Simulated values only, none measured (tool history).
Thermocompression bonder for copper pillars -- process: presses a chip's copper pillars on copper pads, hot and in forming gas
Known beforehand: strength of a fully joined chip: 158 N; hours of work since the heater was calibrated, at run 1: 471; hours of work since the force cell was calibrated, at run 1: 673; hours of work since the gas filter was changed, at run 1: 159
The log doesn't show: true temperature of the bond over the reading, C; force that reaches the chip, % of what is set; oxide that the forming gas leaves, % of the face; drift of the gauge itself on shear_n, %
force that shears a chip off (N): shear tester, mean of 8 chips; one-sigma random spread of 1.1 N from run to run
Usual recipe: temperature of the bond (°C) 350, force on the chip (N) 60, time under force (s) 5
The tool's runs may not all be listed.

run,hour,temperature of the bond (°C),force on the chip (N),time under force (s),hours of work since the heater was calibrated,hours of work since the force cell was calibrated,hours of work since the gas filter was changed,force that shears a chip off (N)
1,0.0,350,60,5,471,673,159,99.3
2,17.5,350,60,5,485,687,172,99.3
3,27.6,350,60,5,492,694,180,100.0
4,47.2,350,60,5,507,709,195,98.8
5,62.6,350,60,5,519,721,207,98.3
6,82.5,350,60,5,535,737,222,99.2
7,103.4,350,60,9,551,753,238,115.3
8,115.9,350,60,9,560,762,248,115.8
9,127.4,331,86,3,569,771,257,87.7
10,144.1,328,63,9,582,784,270,98.7
11,157.9,328,63,9,593,795,280,99.3
# hour 178.3: heater calibrated with a thermocouple chip
12,179.2,350,39,5,1,810,295,73.6

Consider 4 possible next runs. They are alternatives, not a sequence: every one starts from the tool as it was left by run 12. What does each give?
A,197.1,357,60,11,14,823,309,?
B,197.1,330,59,4,14,823,309,?
C,197.1,350,73,6,14,823,309,?
D,197.1,357,38,9,14,823,309,?

run,force that shears a chip off (N)
A,125.7
B,74.2
C,115.5
D,96.1
With the hidden condition removed and each run's random variation left untouched, the same runs would have given:
run,force that shears a chip off (N)
A,126.3
B,74.5
C,116.0
D,96.5

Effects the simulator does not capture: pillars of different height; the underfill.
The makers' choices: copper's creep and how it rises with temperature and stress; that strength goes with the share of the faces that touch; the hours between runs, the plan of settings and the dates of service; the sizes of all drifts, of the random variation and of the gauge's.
